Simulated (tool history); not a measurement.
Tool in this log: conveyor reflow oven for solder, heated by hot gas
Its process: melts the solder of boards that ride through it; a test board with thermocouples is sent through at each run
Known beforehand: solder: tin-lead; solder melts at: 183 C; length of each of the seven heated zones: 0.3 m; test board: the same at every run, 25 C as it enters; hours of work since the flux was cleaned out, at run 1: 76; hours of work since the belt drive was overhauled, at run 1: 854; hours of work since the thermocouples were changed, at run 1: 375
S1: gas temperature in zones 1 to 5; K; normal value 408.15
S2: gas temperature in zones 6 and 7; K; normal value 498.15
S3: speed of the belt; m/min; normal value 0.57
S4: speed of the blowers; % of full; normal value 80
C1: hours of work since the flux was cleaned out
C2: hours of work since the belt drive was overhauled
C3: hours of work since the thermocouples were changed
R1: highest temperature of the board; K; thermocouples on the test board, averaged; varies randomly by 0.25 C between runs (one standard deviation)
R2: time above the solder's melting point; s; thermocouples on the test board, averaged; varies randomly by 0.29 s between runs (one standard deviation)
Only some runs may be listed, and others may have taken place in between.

run 1 hour=0 | S1=408.15 S2=498.15 S3=0.57 S4=80 | C1=76 C2=854 C3=375 | R1=478.95 R2=37.9
run 2 hour=36.5 | S1=408.15 S2=498.15 S3=0.57 S4=80 | C1=95 C2=873 C3=394 | R1=478.75 R2=37.4
run 3 hour=88.5 | S1=408.15 S2=498.15 S3=0.57 S4=80 | C1=123 C2=901 C3=421 | R1=478.75 R2=37.3
run 4 hour=119.3 | S1=408.15 S2=505.15 S3=0.57 S4=80 | C1=139 C2=917 C3=437 | R1=484.05 R2=41.6
run 5 hour=161.6 | S1=408.15 S2=505.15 S3=0.57 S4=80 | C1=161 C2=939 C3=459 | R1=484.25 R2=41.9
run 6 hour=207.7 | S1=408.15 S2=505.15 S3=0.57 S4=80 | C1=185 C2=963 C3=484 | R1=483.85 R2=41.9
run 7 hour=241.9 | S1=408.15 S2=498.15 S3=0.57 S4=80 | C1=203 C2=981 C3=502 | R1=478.45 R2=37.1
run 8 hour=294 | S1=416.15 S2=498.15 S3=0.57 S4=80 | C1=231 C2=1009 C3=529 | R1=479.85 R2=40.5
run 9 hour=344.8 | S1=408.15 S2=498.15 S3=0.57 S4=80 | C1=257 C2=1036 C3=556 | R1=477.75 R2=36.3
-- hour=354.3 flux residue cleaned out of gas plates and filters
run 10 hour=375.5 | S1=408.15 S2=498.15 S3=0.57 S4=80 | C1=11 C2=1049 C3=569 | R1=476.75 R2=35.1
run 11 hour=420.4 | S1=408.15 S2=509.15 S3=0.57 S4=80 | C1=35 C2=1073 C3=593 | R1=485.65 R2=42.8
run 12 hour=445.6 | S1=408.15 S2=498.15 S3=0.57 S4=80 | C1=48 C2=1086 C3=606 | R1=476.35 R2=35.3
run 13 hour=496.6 | S1=408.15 S2=498.15 S3=0.57 S4=80 | C1=75 C2=1113 C3=633 | R1=476.15 R2=34.9
run 14 hour=538 | S1=408.15 S2=498.15 S3=0.57 S4=80 | C1=96 C2=1134 C3=655 | R1=476.25 R2=33.7
run 15 hour=563.2 | S1=408.15 S2=498.15 S3=0.578 S4=80 | C1=110 C2=1148 C3=668 | R1=475.25 R2=33
run 16 hour=603.8 | S1=417.15 S2=508.15 S3=0.508 S4=80 | C1=131 C2=1169 C3=689 | R1=490.15 R2=55.7
-- hour=622.3 flux residue cleaned out of gas plates and filters, once more
run 17 hour=642.9 | S1=417.15 S2=508.15 S3=0.508 S4=80 | C1=11 C2=1187 C3=707 | R1=493.15 R2=57.8
run 18 hour=694.2 | S1=417.15 S2=508.15 S3=0.508 S4=80 | C1=38 C2=1214 C3=734 | R1=492.25 R2=58.4
run 19 hour=725.5 | S1=397.15 S2=487.15 S3=0.508 S4=80 | C1=54 C2=1230 C3=751 | R1=470.85 R2=31.7
run 20 hour=769.1 | S1=397.15 S2=487.15 S3=0.508 S4=80 | C1=77 C2=1253 C3=773 | R1=470.95 R2=30.7
run 21 hour=802.3 | S1=397.15 S2=487.15 S3=0.508 S4=80 | C1=95 C2=1271 C3=791 | R1=470.95 R2=31.4
run 22 hour=831.1 | S1=408.15 S2=498.15 S3=0.655 S4=80 | C1=110 C2=1286 C3=806 | R1=473.35 R2=27.3
run 23 hour=876.6 | S1=394.15 S2=494.15 S3=0.643 S4=51 | C1=134 C2=1310 C3=830 | R1=455.25 R2=0.1
-- hour=932.3 belt drive overhauled, speed set with a stopwatch
run 24 hour=932.3 | S1=417.15 S2=513.15 S3=0.603 S4=72 | C1=161 C2=0 C3=857 | R1=486.95 R2=43.3
run 25 hour=985.1 | S1=408.15 S2=506.15 S3=0.542 S4=80 | C1=189 C2=28 C3=885 | R1=485.85 R2=45.5
-- hour=1006.4 thermocouples of zones 6 and 7 changed
run 26 hour=1035.6 | S1=422.15 S2=487.15 S3=0.531 S4=82 | C1=214 C2=53 C3=15 | R1=474.25 R2=41.1
run 27 hour=1071.6 | S1=422.15 S2=487.15 S3=0.531 S4=82 | C1=233 C2=72 C3=34 | R1=474.95 R2=41.2
run 28 hour=1111.1 | S1=422.15 S2=503.15 S3=0.51 S4=82 | C1=254 C2=93 C3=55 | R1=489.05 R2=55.7
run 29 hour=1156.1 | S1=422.15 S2=503.15 S3=0.51 S4=82 | C1=277 C2=117 C3=79 | R1=488.65 R2=55.5
run 30 hour=1186.4 | S1=408.15 S2=498.15 S3=0.624 S4=81 | C1=293 C2=133 C3=95 | R1=474.85 R2=29.3

Pick out some run-to-run changes in R1. Of each, how much would a tool without hidden state show as well, from the settings, what came in and chance, and how much is left for the hidden state and any gauge scatter not in both results compared?
Unlogged tool condition in this case: heat that the gas passes to the board, % of a clean oven's; belt's true speed, % of the reading; true gas temperature in zones 6 and 7 over the reading, C; drift of the gauge itself on peak_c, C; drift of the gauge itself on liquid_s, %.
Run 16 -> 17: flux residue cleaned out of gas plates and filters, once more. R1 +3 K: hidden state +2.8, all else +0.2.
Run 18 -> 19: S1 417.15 -> 397.15, S2 508.15 -> 487.15. R1 -21.4 K: hidden state -0.1, all else -21.3.
Run 22 -> 23: S1 408.15 -> 394.15, S2 498.15 -> 494.15, S3 0.655 -> 0.643, S4 80 -> 51. R1 -18.1 K: hidden state +0.4, all else -18.5.
Run 23 -> 24: S1 394.15 -> 417.15, S2 494.15 -> 513.15, S3 0.643 -> 0.603, S4 51 -> 72, belt drive overhauled, speed set with a stopwatch. R1 +31.7 K: hidden state -1.6, all else +33.3.
Run 25 -> 26: S1 408.15 -> 422.15, S2 506.15 -> 487.15, S3 0.542 -> 0.531, S4 80 -> 82, thermocouples of zones 6 and 7 changed. R1 -11.6 K: hidden state +1.5, all else -13.1.

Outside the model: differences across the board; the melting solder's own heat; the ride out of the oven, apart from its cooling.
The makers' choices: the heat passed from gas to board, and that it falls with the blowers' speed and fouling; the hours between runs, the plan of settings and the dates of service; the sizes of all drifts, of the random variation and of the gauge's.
